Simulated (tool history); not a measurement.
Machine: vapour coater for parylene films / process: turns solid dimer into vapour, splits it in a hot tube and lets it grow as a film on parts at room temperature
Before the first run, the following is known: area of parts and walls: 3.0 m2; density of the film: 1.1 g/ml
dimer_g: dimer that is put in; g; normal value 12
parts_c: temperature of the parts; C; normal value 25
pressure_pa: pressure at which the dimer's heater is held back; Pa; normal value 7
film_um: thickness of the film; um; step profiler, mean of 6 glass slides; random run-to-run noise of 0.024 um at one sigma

run	hour	dimer_g	parts_c	pressure_pa	film_um
1	0	12	25	7	1.74
2	44.9	18	25	7	2.55
3	101.9	12	25	2.27	2.29
4	165.4	12	25	2.27	2.25
# hour 185.7: trap's valve overhauled
5	236.8	12	25	2.27	2.28
6	280	12	28	7	1.46
7	309.1	12	25	2.67	2.18
8	377.5	12	25	2.67	2.19
9	429.1	12	25	7	1.68
10	463.5	12	25	7	1.72
11	533.2	12	25	7	1.71
12	569.1	12	22	7	2.01
13	625.3	12	22	7	1.97
14	668.7	12	33	7	1.13
15	702.4	18	29	7	2.09
16	750.6	12	21	8.31	2
17	800.8	6	34	8.31	0.51

Run 18 is up next; what results do you expect?
18	838.4	7	25	7	?

{"run 18": {"film_um": 0.99}}
On a tool with no hidden condition, and with the same random variation, this run would have come out at film_um 0.99 um.
